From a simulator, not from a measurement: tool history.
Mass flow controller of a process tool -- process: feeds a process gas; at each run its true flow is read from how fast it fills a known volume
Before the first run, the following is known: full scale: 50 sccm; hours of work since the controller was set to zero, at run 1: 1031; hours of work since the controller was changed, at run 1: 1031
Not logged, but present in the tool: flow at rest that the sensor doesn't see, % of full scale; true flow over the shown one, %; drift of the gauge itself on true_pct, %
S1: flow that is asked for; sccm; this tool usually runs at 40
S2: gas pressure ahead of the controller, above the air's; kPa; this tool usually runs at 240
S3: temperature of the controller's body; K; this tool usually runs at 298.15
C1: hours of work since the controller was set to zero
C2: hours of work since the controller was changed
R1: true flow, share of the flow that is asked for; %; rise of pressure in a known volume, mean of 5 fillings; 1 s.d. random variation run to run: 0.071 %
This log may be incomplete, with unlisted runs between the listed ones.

Run 1, hour 0: usual settings; C1 1031; C2 1031. Result: R1 99.91 %.
Run 2, hour 394: usual settings; C1 1279; C2 1279. Result: R1 99.87 %.
Run 3, hour 729.8: usual settings; C1 1491; C2 1491. Result: R1 99.78 %.
Run 4, hour 1064.5: usual settings; C1 1702; C2 1702. Result: R1 99.68 %.
Run 5, hour 1346.4: usual settings but S3 312.15 K; C1 1880; C2 1880. Result: R1 98.3 %.
Run 6, hour 1685.1: usual settings but S1 25 sccm, S2 236 kPa, S3 302.15 K; C1 2093; C2 2093. Result: R1 98.9 %.
Run 7, hour 1959.9: usual settings but S1 25 sccm, S2 236 kPa, S3 302.15 K; C1 2267; C2 2267. Result: R1 98.84 %.
Run 8, hour 2178.7: usual settings but S1 25 sccm, S2 236 kPa, S3 302.15 K; C1 2405; C2 2405. Result: R1 98.76 %.
Run 9, hour 2546.8: usual settings but S1 15 sccm, S2 213 kPa; C1 2637; C2 2637. Result: R1 98.76 %.
Run 10, hour 2817.5: usual settings but S1 47 sccm, S2 177 kPa; C1 2807; C2 2807. Result: R1 99.24 %.

5 ways to go on from here, each from the tool as it stands after run 10. What would each give?
Run A, hour 3296: usual settings but S3 297.15 K; C1 3109; C2 3109. Result: R1 ?.
Run B, hour 3296: usual settings but S1 5 sccm, S2 214 kPa, S3 304.15 K; C1 3109; C2 3109. Result: R1 ?.
Run C, hour 3296: usual settings but S1 15 sccm, S2 196 kPa, S3 297.15 K; C1 3109; C2 3109. Result: R1 ?.
Run D, hour 3296: usual settings but S3 301.15 K; C1 3109; C2 3109. Result: R1 ?.
Run E, hour 3296: usual settings but S1 12 sccm; C1 3109; C2 3109. Result: R1 ?.

run     R1
  A  99.38
  B   97.7
  C  98.65
  D  98.99
  E  98.74
Without the tool's unlogged condition, the same runs would have read:
run      R1
  A  100.11
  B   98.43
  C   99.38
  D   99.72
  E   99.47

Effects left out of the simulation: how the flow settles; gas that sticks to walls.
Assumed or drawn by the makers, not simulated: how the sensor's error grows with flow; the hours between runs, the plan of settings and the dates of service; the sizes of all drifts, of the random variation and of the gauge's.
